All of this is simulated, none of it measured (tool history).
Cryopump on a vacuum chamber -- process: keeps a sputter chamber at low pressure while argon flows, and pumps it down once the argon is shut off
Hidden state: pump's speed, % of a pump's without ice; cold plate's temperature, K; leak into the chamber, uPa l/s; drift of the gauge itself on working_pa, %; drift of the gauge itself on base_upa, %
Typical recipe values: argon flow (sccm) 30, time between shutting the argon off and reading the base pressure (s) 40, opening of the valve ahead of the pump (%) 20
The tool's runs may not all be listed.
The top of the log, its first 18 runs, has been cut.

run   hour  argon flow (sccm)  time between shutting the argon off and reading the base pressure (s)  opening of the valve ahead of the pump (%)  hours of work since the pump was warmed up and emptied  hours of work since the cold head was overhauled  hours of work since the chamber's fittings were tightened  pressure while argon flows (Pa)  pressure after the wait (uPa)
 19  240.9                 29                                                                     23                                          17                                                     137                                               461                                                       1523                           0.1415                           2.12
 20  252.5                 29                                                                     23                                          17                                                     142                                               466                                                       1528                           0.1421                           2.09
 21  269.4                 30                                                                     40                                          38                                                     151                                               475                                                       1537                           0.0671                           1.76
 22  282.8                 19                                                                     58                                          18                                                     157                                               481                                                       1543                           0.0881                           1.57
 23  302.7                 19                                                                     58                                          18                                                     167                                               491                                                       1553                           0.0886                           1.65
 24    323                 30                                                                     40                                          23                                                     177                                               501                                                       1563                           0.1098                           1.74
 25  342.4                 30                                                                     40                                          23                                                     186                                               510                                                       1572                             0.11                            1.8
 26  361.4                 30                                                                     29                                          20                                                     195                                               519                                                       1581                           0.1262                           2.05
 27  374.6                 13                                                                     38                                          21                                                     202                                               526                                                       1588                           0.0529                           1.81
 28  391.8                 30                                                                    207                                          44                                                     210                                               534                                                       1596                           0.0593                           1.47
 29  403.4                 22                                                                     40                                          15                                                     216                                               540                                                       1602                           0.1221                           1.91
 30  421.5                 22                                                                     40                                          15                                                     225                                               548                                                       1610                           0.1223                           1.88
 31  430.7                 28                                                                     32                                          54                                                     229                                               553                                                       1615                           0.0456                           2.01
 32    440                 22                                                                     54                                          28                                                     234                                               557                                                       1619                           0.0671                           1.73
 33  457.7                 22                                                                     54                                          28                                                     242                                               566                                                       1628                           0.0671                           1.79
 34  472.6                 22                                                                     23                                          33                                                     249                                               573                                                       1635                            0.057                           2.27

3 ways to go on from here, each from the tool as it stands after run 34. What would each give?
  A  491.2                 13                                                                     40                                          20                                                     258                                               582                                                       1644                                ?                              ?
  B  491.2                 49                                                                     40                                          26                                                     258                                               582                                                       1644                                ?                              ?
  C  491.2                 44                                                                     70                                          24                                                     258                                               582                                                       1644                                ?                              ?

run  pressure while argon flows (Pa)  pressure after the wait (uPa)
  A                           0.0553                           1.96
  B                           0.1609                           1.94
  C                           0.1562                           1.74
The same runs, with their run-to-run variation unchanged, on a tool lacking any hidden condition would have given:
run  pressure while argon flows (Pa)  pressure after the wait (uPa)
  A                           0.0537                           0.67
  B                           0.1549                           0.64
  C                           0.1509                           0.44
